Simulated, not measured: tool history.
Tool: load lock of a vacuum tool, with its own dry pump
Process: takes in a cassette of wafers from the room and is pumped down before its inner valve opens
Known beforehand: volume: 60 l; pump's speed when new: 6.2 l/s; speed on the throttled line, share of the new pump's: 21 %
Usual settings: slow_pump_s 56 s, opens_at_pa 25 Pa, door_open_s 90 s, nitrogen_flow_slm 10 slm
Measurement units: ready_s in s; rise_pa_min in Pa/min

run,hour,slow_pump_s,opens_at_pa,door_open_s,nitrogen_flow_slm,"incoming humidity of the room's air, %",ready_s,rise_pa_min
1,0.0,56,25,90,10,44.5,134.1,0.094
2,88.7,56,25,90,6,43.6,135.5,0.099
3,275.7,56,25,90,6,43.3,135.0,0.099
4,413.5,56,25,90,10,44.3,134.2,0.088
5,607.3,56,25,90,10,45.9,134.4,0.100
6,785.4,56,25,90,10,42.5,135.9,0.092
7,864.8,56,25,83,10,44.5,134.7,0.091
8,1055.6,56,25,83,10,44.5,134.5,0.091
9,1194.4,56,25,81,10,47.6,134.5,0.101
10,1310.0,35,25,98,9,46.3,118.9,0.105
11,1447.4,56,46,90,8,44.5,129.4,0.102
12,1536.5,89,36,98,13,45.0,157.6,0.096
13,1661.2,56,21,61,10,47.7,136.8,0.088
14,1773.9,56,21,61,10,48.4,137.2,0.088
15,1950.3,112,47,90,10,42.5,172.6,0.100
16,2091.4,92,47,90,10,45.7,156.0,0.105
17,2246.7,92,28,60,4,46.6,162.4,0.101

Consider 5 possible next runs. They are alternatives, not a sequence: every one starts from the tool as it was left by run 17. What does each give?
A,2358.8,34,30,60,6,43.2,?,?
B,2358.8,92,31,28,24,43.3,?,?
C,2358.8,92,33,60,4,44.1,?,?
D,2358.8,65,30,60,28,43.7,?,?
E,2358.8,42,25,219,10,46.8,?,?

run,ready_s,rise_pa_min
A,117.4,0.092
B,160.9,0.061
C,157.9,0.095
D,140.3,0.072
E,126.3,0.148
The same runs, with their run-to-run variation unchanged, on a tool lacking any hidden condition would have given:
run,ready_s,rise_pa_min
A,105.6,0.057
B,151.2,0.026
C,148.4,0.060
D,129.6,0.036
E,114.4,0.112

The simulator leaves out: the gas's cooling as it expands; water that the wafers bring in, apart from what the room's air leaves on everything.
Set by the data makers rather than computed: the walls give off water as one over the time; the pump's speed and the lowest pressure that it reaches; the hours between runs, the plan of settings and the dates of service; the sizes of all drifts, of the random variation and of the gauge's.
